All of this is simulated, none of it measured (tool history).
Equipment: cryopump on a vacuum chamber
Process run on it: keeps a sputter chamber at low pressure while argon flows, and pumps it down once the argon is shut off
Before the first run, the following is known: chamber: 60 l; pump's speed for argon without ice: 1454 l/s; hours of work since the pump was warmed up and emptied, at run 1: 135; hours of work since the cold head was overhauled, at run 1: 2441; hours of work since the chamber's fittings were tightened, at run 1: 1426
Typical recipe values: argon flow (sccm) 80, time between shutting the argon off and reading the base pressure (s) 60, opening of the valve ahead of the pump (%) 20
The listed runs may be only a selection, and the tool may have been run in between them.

run,hour,argon flow (sccm),time between shutting the argon off and reading the base pressure (s),opening of the valve ahead of the pump (%),hours of work since the pump was warmed up and emptied,hours of work since the cold head was overhauled,hours of work since the chamber's fittings were tightened,pressure while argon flows (Pa),pressure after the wait (uPa)
1,0,80,60,20,135,2441,1426,0.4672,2.17
2,115.1,80,60,47,207,2513,1498,0.2092,2.17
3,191.5,80,60,47,255,2561,1546,0.2115,2.23
4,293.5,80,82,20,319,2625,1610,0.4798,1.95
# hour 329.8: pump warmed up, emptied and cooled again
5,356.6,80,82,20,17,2661,1647,0.4699,1.92
6,453.4,111,60,20,78,2722,1708,0.6537,2.31
7,562.2,80,60,20,146,2790,1776,0.4749,2.36
8,665.4,85,79,33,211,2855,1841,0.3108,2.03
9,767.4,120,278,20,275,2919,1905,0.7199,1.34
10,841.8,120,278,20,321,2966,1952,0.7255,1.43
# hour 874.6: pump warmed up, emptied and cooled again
11,951.8,120,278,39,49,3032,2017,0.3655,1.31
12,1035.6,68,93,22,101,3084,2070,0.3655,1.98
13,1115.4,52,21,38,151,3134,2120,0.1657,5.17
14,1169.9,52,76,40,185,3169,2154,0.1571,2.18

Below are 4 alternative next runs, each starting from the tool's condition after run 14. Predict each:
A,1291.8,80,30,20,262,3245,2231,?,?
B,1291.8,87,168,40,262,3245,2231,?,?
C,1291.8,47,76,40,262,3245,2231,?,?
D,1291.8,52,76,19,262,3245,2231,?,?

run,pressure while argon flows (Pa),pressure after the wait (uPa)
A,0.4813,3.98
B,0.2682,1.66
C,0.1444,2.27
D,0.3277,2.26
Take away the tool's hidden state, keep each run's random variation, and the runs would have read:
run,pressure while argon flows (Pa),pressure after the wait (uPa)
A,0.4666,2.97
B,0.2523,0.68
C,0.1358,1.27
D,0.3182,1.27

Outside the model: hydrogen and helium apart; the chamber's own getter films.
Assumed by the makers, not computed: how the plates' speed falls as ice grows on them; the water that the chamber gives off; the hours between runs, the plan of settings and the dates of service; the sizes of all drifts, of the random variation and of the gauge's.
